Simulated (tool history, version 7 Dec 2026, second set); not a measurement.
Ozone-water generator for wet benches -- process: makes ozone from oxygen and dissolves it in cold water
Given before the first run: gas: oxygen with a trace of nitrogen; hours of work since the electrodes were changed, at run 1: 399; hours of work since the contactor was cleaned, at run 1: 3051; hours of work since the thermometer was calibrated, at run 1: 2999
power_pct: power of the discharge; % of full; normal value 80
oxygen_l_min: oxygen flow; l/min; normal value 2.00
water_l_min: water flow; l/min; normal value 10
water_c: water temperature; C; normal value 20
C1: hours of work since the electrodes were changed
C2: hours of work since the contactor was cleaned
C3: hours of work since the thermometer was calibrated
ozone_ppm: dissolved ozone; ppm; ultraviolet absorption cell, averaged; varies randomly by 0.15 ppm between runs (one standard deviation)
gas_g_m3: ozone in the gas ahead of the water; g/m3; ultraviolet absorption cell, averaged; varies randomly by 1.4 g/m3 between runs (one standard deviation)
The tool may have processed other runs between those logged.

Run 1, hour 0.0: usual settings; C1 399; C2 3051; C3 2999. Result: ozone_ppm 18.0 ppm, gas_g_m3 258.5 g/m3.
Run 2, hour 90.5: usual settings; C1 472; C2 3124; C3 3072. Result: ozone_ppm 17.7 ppm, gas_g_m3 258.3 g/m3.
Run 3, hour 258.8: usual settings; C1 607; C2 3259; C3 3207. Result: ozone_ppm 17.9 ppm, gas_g_m3 258.6 g/m3.
Run 4, hour 392.4: usual settings but power_pct 66 % of full; C1 714; C2 3366; C3 3315. Result: ozone_ppm 15.0 ppm, gas_g_m3 220.2 g/m3.
Run 5, hour 475.1: usual settings but power_pct 66 % of full; C1 781; C2 3433; C3 3381. Result: ozone_ppm 15.4 ppm, gas_g_m3 220.2 g/m3.
Run 6, hour 576.8: usual settings but power_pct 66 % of full; C1 862; C2 3515; C3 3463. Result: ozone_ppm 15.3 ppm, gas_g_m3 218.7 g/m3.
Run 7, hour 707.6: usual settings but power_pct 66 % of full; C1 968; C2 3620; C3 3568. Result: ozone_ppm 15.4 ppm, gas_g_m3 219.8 g/m3.
At hour 728.1: contactor cleaned.
Run 8, hour 860.1: usual settings but power_pct 66 % of full; C1 1087; C2 106; C3 3688. Result: ozone_ppm 15.1 ppm, gas_g_m3 219.4 g/m3.
Run 9, hour 934.2: usual settings but power_pct 66 % of full; C1 1147; C2 166; C3 3747. Result: ozone_ppm 15.2 ppm, gas_g_m3 219.1 g/m3.
At hour 943.2: water thermometer calibrated.
Run 10, hour 1077.1: usual settings but power_pct 53 % of full; C1 1261; C2 280; C3 108. Result: ozone_ppm 12.4 ppm, gas_g_m3 182.0 g/m3.
Run 11, hour 1211.6: usual settings but power_pct 53 % of full; C1 1369; C2 388; C3 216. Result: ozone_ppm 12.8 ppm, gas_g_m3 182.1 g/m3.
Run 12, hour 1310.5: usual settings but power_pct 53 % of full; C1 1449; C2 468; C3 295. Result: ozone_ppm 12.3 ppm, gas_g_m3 183.7 g/m3.
Run 13, hour 1464.7: usual settings but power_pct 73 % of full, oxygen_l_min 1.53 l/min, water_l_min 9 l/min, water_c 22 C; C1 1573; C2 592; C3 419. Result: ozone_ppm 18.0 ppm, gas_g_m3 292.5 g/m3.
Run 14, hour 1623.1: usual settings but power_pct 73 % of full, oxygen_l_min 1.53 l/min, water_l_min 9 l/min, water_c 22 C; C1 1700; C2 719; C3 546. Result: ozone_ppm 18.2 ppm, gas_g_m3 293.4 g/m3.
Run 15, hour 1735.5: usual settings but power_pct 91 % of full, oxygen_l_min 1.53 l/min, water_l_min 9 l/min, water_c 17 C; C1 1790; C2 809; C3 637. Result: ozone_ppm 23.5 ppm, gas_g_m3 349.2 g/m3.
Run 16, hour 1836.2: usual settings but power_pct 91 % of full, oxygen_l_min 1.53 l/min, water_l_min 9 l/min, water_c 17 C; C1 1871; C2 890; C3 718. Result: ozone_ppm 23.2 ppm, gas_g_m3 351.2 g/m3.
Run 17, hour 2012.9: usual settings but power_pct 91 % of full, oxygen_l_min 1.53 l/min, water_l_min 9 l/min, water_c 17 C; C1 2013; C2 1032; C3 860. Result: ozone_ppm 23.4 ppm, gas_g_m3 350.6 g/m3.
Run 18, hour 2174.7: usual settings but oxygen_l_min 1.13 l/min; C1 2143; C2 1162; C3 990. Result: ozone_ppm 17.9 ppm, gas_g_m3 387.6 g/m3.

What will run 19 give?
Run 19, hour 2282.6: usual settings but power_pct 56 % of full, water_l_min 15 l/min; C1 2230; C2 1249; C3 1077. Result: ozone_ppm ?, gas_g_m3 ?.

{"run 19": {"ozone_ppm": 9.0, "gas_g_m3": 192.2}}
Had the tool carried no hidden state, the very same run would have given ozone_ppm 9.1 ppm, gas_g_m3 190.1 g/m3.

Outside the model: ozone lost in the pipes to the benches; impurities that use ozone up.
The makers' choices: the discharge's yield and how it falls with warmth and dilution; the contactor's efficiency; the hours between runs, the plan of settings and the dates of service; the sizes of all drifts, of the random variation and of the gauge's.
